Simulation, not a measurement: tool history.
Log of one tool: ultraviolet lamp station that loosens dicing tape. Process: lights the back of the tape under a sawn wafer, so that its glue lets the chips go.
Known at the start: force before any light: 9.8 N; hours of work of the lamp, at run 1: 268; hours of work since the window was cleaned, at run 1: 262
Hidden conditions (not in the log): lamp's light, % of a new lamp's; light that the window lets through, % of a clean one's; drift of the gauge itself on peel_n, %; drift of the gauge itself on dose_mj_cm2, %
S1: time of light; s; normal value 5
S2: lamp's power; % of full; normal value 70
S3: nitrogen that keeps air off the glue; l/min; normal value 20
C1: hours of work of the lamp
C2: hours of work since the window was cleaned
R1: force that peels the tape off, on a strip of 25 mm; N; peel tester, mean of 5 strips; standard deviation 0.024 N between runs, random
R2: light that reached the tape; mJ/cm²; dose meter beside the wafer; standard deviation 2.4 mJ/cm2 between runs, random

run   hour  S1  S2  S3   C1   C2     R1   R2
  1      0   5  70  20  268  262  1.195  274
  2   12.8   5  70  20  278  271  1.207  277
  3   30.4   5  70  20  291  284  1.174  279
  4   39.9   5  70  20  298  291  1.154  274
  5   57.6   5  70  20  311  304   1.16  273
  6   73.8   5  70  20  323  316  1.213  277
  7   86.3   5  70  20  332  326  1.148  276
  8  109.2   5  70  20  349  342  1.127  273
  9    132   5  70  20  366  359  1.178  278
 10  144.6   5  67  20  375  369  1.271  268
 11  160.8   5  67  20  387  381  1.241  263
 12  171.1   5  85  20  395  388  0.792  333
 13  194.3   5  70  20  412  405  1.171  278
 14  209.9   5  99  20  423  417   0.61  392
 15  231.8   5  70  20  439  433  1.206  276
 16  248.5   5  70  20  452  445  1.149  276
 17    263   5  70  23  463  456  1.082  277
 18  279.3   5  70  23  475  468  1.065  276
 19  290.6   5  83  23  483  477  0.762  327
 20  314.2   3  70  12  500  494  3.241  167
 21  334.3   3  70  12  515  509  3.203  167
 22  356.8   3  70  12  532  525  3.123  168
 23  379.8   6  97  37  549  542   0.32  456
 24  391.1   3  67  14  557  551  3.203  157
 25  411.6  10  77  14  572  566  0.361  608
 26    432   5  86  21  588  581  0.783  335
 27    449   5  86  21  600  594  0.748  338
 28  465.7   5  84  31  612  606  0.639  328

Here are 5 independent what-if runs from the current tool condition. What would each one return?
  A  481.8   5  70   6  624  618   ?   ?
  B  481.8   5  73  31  624  618   ?   ?
  C  481.8   5  84  36  624  618   ?   ?
  D  481.8   5  93  20  624  618   ?   ?
  E  481.8   8  70  20  624  618   ?   ?

run     R1   R2
  A   2.41  274
  B  0.834  291
  C   0.58  332
  D  0.679  367
  E  0.449  445
Take away the tool's hidden state, keep each run's random variation, and the runs would have read:
run     R1   R2
  A  2.404  275
  B  0.832  291
  C  0.578  332
  D  0.677  367
  E  0.448  445

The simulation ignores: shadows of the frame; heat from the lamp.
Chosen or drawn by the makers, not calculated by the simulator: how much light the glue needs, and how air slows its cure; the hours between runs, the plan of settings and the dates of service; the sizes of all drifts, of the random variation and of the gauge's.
